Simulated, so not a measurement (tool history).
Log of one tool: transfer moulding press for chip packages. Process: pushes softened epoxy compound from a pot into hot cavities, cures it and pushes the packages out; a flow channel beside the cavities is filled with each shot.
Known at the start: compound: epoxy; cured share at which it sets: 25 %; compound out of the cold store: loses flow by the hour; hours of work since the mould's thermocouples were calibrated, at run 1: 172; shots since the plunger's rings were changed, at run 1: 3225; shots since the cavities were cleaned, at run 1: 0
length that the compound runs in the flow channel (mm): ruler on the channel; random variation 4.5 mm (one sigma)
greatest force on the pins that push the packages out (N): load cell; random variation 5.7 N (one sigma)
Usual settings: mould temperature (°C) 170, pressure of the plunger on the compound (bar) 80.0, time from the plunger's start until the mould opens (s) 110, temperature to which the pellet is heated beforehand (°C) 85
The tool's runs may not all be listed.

run	hour	mould temperature (°C)	pressure of the plunger on the compound (bar)	time from the plunger's start until the mould opens (s)	temperature to which the pellet is heated beforehand (°C)	hours of work since the mould's thermocouples were calibrated	shots since the plunger's rings were changed	shots since the cavities were cleaned	incoming compound's hours out of the cold store	length that the compound runs in the flow channel (mm)	greatest force on the pins that push the packages out (N)
1	0.0	170	80.0	110	85	172	3225	0	30.7	779	200
2	5.1	170	80.0	110	85	175	3265	40	44.7	720	219
3	16.2	170	80.0	110	85	180	3355	130	32.0	766	264
4	22.5	170	80.0	110	85	184	3405	180	25.2	788	268
5	28.0	170	80.0	110	85	186	3449	224	28.3	786	284
6	36.7	170	80.0	110	85	191	3519	294	31.8	769	292
7	47.7	170	80.0	110	85	196	3607	382	38.1	751	314
# hour 60.1: cavities cleaned with cleaning compound and waxed
8	61.0	170	80.0	110	85	202	3701	7	21.1	812	413
9	67.4	170	80.0	110	85	206	3753	59	19.4	812	435
10	77.9	170	80.0	110	85	211	3837	143	34.5	751	415
11	83.4	170	80.0	110	80	214	3881	187	27.3	784	439
12	94.2	165	97.5	110	85	219	3967	273	40.8	828	571
13	105.8	164	65.6	111	91	225	4060	366	16.4	769	673
14	115.4	164	65.6	128	91	230	4137	443	16.5	769	519
# hour 120.0: cavities cleaned with cleaning compound and waxed
# hour 122.4: cavities cleaned with cleaning compound and waxed, once more
15	128.9	164	91.3	128	91	235	4221	53	29.1	852	269
16	135.5	175	79.3	128	91	239	4274	106	21.2	784	194
17	141.3	165	71.6	128	91	241	4320	152	38.9	708	280
18	146.2	165	71.6	128	91	244	4360	192	39.1	709	289
19	155.8	165	71.6	128	91	249	4436	268	46.1	687	300

How the hidden state differs across the entries between the runs, from the last listed run before each to the first after it:
Between runs 7 and 8: cavities cleaned with cleaning compound and waxed (hour 60.1)
  true mould temperature over the reading, C: -0.56 -> -0.58; pressure that reaches the compound, % of what is set: 91.89 -> 91.7; grip of the stained cavities, % over clean ones': 54.9 -> 103.2
  measured less the result without the state, length that the compound runs in the flow channel (mm): -31 -> -34; greatest force on the pins that push the packages out (N): +117 -> +220
Between runs 14 and 15: cavities cleaned with cleaning compound and waxed (hour 120.0); cavities cleaned with cleaning compound and waxed, once more (hour 122.4)
  true mould temperature over the reading, C: -0.64 -> -0.65; pressure that reaches the compound, % of what is set: 90.71 -> 90.51; grip of the stained cavities, % over clean ones': 108.4 -> 14.2
  measured less the result without the state, length that the compound runs in the flow channel (mm): -36 -> -41; greatest force on the pins that push the packages out (N): +280 -> +44
